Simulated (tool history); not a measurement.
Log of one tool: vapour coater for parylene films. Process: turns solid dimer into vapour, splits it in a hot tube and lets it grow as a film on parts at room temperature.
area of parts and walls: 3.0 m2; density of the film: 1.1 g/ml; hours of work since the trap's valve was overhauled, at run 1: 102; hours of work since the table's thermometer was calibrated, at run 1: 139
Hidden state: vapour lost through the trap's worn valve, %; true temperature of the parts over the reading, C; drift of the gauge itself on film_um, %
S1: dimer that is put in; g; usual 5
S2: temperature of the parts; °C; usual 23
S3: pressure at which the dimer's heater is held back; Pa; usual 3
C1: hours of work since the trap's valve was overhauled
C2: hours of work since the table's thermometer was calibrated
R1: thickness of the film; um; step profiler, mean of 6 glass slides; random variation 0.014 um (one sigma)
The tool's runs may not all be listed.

{"run": 1, "hour": 0.0, "S1": 5, "S2": 23, "S3": 3, "C1": 102, "C2": 139, "R1": 1.07}
{"run": 2, "hour": 10.3, "S1": 5, "S2": 23, "S3": 3, "C1": 108, "C2": 144, "R1": 1.04}
{"run": 3, "hour": 20.4, "S1": 5, "S2": 23, "S3": 3, "C1": 113, "C2": 150, "R1": 1.08}
{"run": 4, "hour": 32.6, "S1": 5, "S2": 23, "S3": 9.43, "C1": 120, "C2": 156, "R1": 0.83}
{"run": 5, "hour": 41.7, "S1": 5, "S2": 23, "S3": 9.43, "C1": 124, "C2": 161, "R1": 0.83}
{"run": 6, "hour": 58.5, "S1": 5, "S2": 23, "S3": 3, "C1": 133, "C2": 170, "R1": 1.06}
{"run": 7, "hour": 69.1, "S1": 5, "S2": 23, "S3": 3, "C1": 139, "C2": 176, "R1": 1.07}
{"run": 8, "hour": 81.0, "S1": 5, "S2": 23, "S3": 3, "C1": 145, "C2": 182, "R1": 1.06}
{"run": 9, "hour": 92.1, "S1": 5, "S2": 23, "S3": 3, "C1": 151, "C2": 188, "R1": 1.04}
{"run": 10, "hour": 110.9, "S1": 5, "S2": 23, "S3": 3, "C1": 161, "C2": 198, "R1": 1.04}
{"run": 11, "hour": 126.9, "S1": 5, "S2": 23, "S3": 3, "C1": 170, "C2": 207, "R1": 1.05}
{"run": 12, "hour": 143.5, "S1": 5, "S2": 23, "S3": 3, "C1": 179, "C2": 215, "R1": 1.05}
{"run": 13, "hour": 160.3, "S1": 5, "S2": 23, "S3": 3, "C1": 188, "C2": 224, "R1": 1.04}
{"run": 14, "hour": 171.3, "S1": 5, "S2": 23, "S3": 3, "C1": 194, "C2": 230, "R1": 1.02}
{"run": 15, "hour": 190.0, "S1": 2, "S2": 25, "S3": 4.36, "C1": 204, "C2": 240, "R1": 0.35}
{"run": 16, "hour": 201.0, "S1": 2, "S2": 28, "S3": 4.36, "C1": 210, "C2": 246, "R1": 0.29}
{"run": 17, "hour": 211.1, "S1": 6, "S2": 25, "S3": 6.5, "C1": 215, "C2": 252, "R1": 0.99}
{"hour": 216.1, "done": "trap's valve overhauled"}
{"run": 18, "hour": 234.1, "S1": 6, "S2": 25, "S3": 6.5, "C1": 10, "C2": 262, "R1": 0.93}
{"run": 19, "hour": 242.2, "S1": 6, "S2": 25, "S3": 6.5, "C1": 14, "C2": 266, "R1": 0.93}
{"run": 20, "hour": 261.4, "S1": 3, "S2": 33, "S3": 3, "C1": 24, "C2": 276, "R1": 0.38}
{"hour": 267.2, "done": "trap's valve overhauled, once more"}
{"run": 21, "hour": 278.6, "S1": 7, "S2": 33, "S3": 8, "C1": 6, "C2": 284, "R1": 0.77}
{"run": 22, "hour": 298.6, "S1": 3, "S2": 26, "S3": 5.25, "C1": 17, "C2": 294, "R1": 0.5}
{"run": 23, "hour": 317.5, "S1": 3, "S2": 22, "S3": 2.93, "C1": 27, "C2": 304, "R1": 0.68}
{"run": 24, "hour": 337.2, "S1": 3, "S2": 22, "S3": 2.93, "C1": 37, "C2": 315, "R1": 0.67}
{"run": 25, "hour": 356.2, "S1": 3, "S2": 15, "S3": 5.98, "C1": 48, "C2": 325, "R1": 0.8}
{"run": 26, "hour": 373.1, "S1": 3, "S2": 27, "S3": 2.98, "C1": 57, "C2": 334, "R1": 0.55}
{"run": 27, "hour": 385.9, "S1": 8, "S2": 17, "S3": 8.97, "C1": 64, "C2": 341, "R1": 1.78}

Forecast each of these 5 alternatives for the next run:
{"run": "A", "hour": 400.3, "S1": 7, "S2": 17, "S3": 3.14, "C1": 71, "C2": 349, "R1": "?"}
{"run": "B", "hour": 400.3, "S1": 6, "S2": 28, "S3": 2.31, "C1": 71, "C2": 349, "R1": "?"}
{"run": "C", "hour": 400.3, "S1": 5, "S2": 27, "S3": 8.89, "C1": 71, "C2": 349, "R1": "?"}
{"run": "D", "hour": 400.3, "S1": 3, "S2": 18, "S3": 2.99, "C1": 71, "C2": 349, "R1": "?"}
{"run": "E", "hour": 400.3, "S1": 7, "S2": 24, "S3": 9.99, "C1": 71, "C2": 349, "R1": "?"}

run=A R1=1.94
run=B R1=1.07
run=C R1=0.71
run=D R1=0.78
run=E R1=1.11
Without the tool's hidden state the same runs would have given:
run=A R1=2.02
run=B R1=1.11
run=C R1=0.74
run=D R1=0.82
run=E R1=1.16
